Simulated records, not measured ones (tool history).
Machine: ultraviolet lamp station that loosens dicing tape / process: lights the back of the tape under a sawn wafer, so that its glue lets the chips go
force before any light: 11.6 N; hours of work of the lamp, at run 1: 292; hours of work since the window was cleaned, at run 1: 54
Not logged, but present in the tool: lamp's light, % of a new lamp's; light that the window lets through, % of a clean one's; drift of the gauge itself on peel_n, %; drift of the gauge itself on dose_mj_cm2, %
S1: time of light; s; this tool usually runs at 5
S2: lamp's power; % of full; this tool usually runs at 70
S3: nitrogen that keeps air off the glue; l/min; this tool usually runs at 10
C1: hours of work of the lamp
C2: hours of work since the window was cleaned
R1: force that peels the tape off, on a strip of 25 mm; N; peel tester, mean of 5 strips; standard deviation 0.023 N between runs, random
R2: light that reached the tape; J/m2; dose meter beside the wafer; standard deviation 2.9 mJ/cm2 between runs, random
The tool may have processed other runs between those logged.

Run 1, hour 0: usual settings; C1 292; C2 54. Result: R1 1.421 N, R2 3960 J/m2.
Run 2, hour 8.1: usual settings; C1 296; C2 58. Result: R1 1.361 N, R2 3960 J/m2.
Run 3, hour 16.2: usual settings but S2 78 % of full; C1 300; C2 62. Result: R1 1.073 N, R2 4430 J/m2.
Run 4, hour 29.3: usual settings; C1 307; C2 69. Result: R1 1.413 N, R2 3980 J/m2.
Run 5, hour 37.8: usual settings; C1 311; C2 73. Result: R1 1.383 N, R2 3960 J/m2.
Run 6, hour 50.3: usual settings; C1 317; C2 79. Result: R1 1.423 N, R2 3920 J/m2.
Run 7, hour 64.6: usual settings but S1 2 s, S2 77 % of full; C1 324; C2 86. Result: R1 4.515 N, R2 1740 J/m2.
Run 8, hour 82.7: usual settings but S1 4 s, S2 95 % of full, S3 11 l/min; C1 333; C2 95. Result: R1 1.149 N, R2 4190 J/m2.
At hour 84.3: window cleaned of glue's vapour.
Run 9, hour 93: usual settings but S1 3 s, S2 99 % of full, S3 5 l/min; C1 338; C2 4. Result: R1 2.845 N, R2 3210 J/m2.
Run 10, hour 109.8: usual settings but S2 90 % of full; C1 346; C2 13. Result: R1 0.876 N, R2 4860 J/m2.

Expected results for the next run?
Run 11, hour 119.8: usual settings but S2 90 % of full; C1 351; C2 18. Result: R1 ?, R2 ?.

Run 11 gave R1 0.882 N, R2 4900 J/m2.
Were there no unlogged condition in the tool, this run, its random variation unchanged, would have produced R1 0.635 N, R2 5630 J/m2.
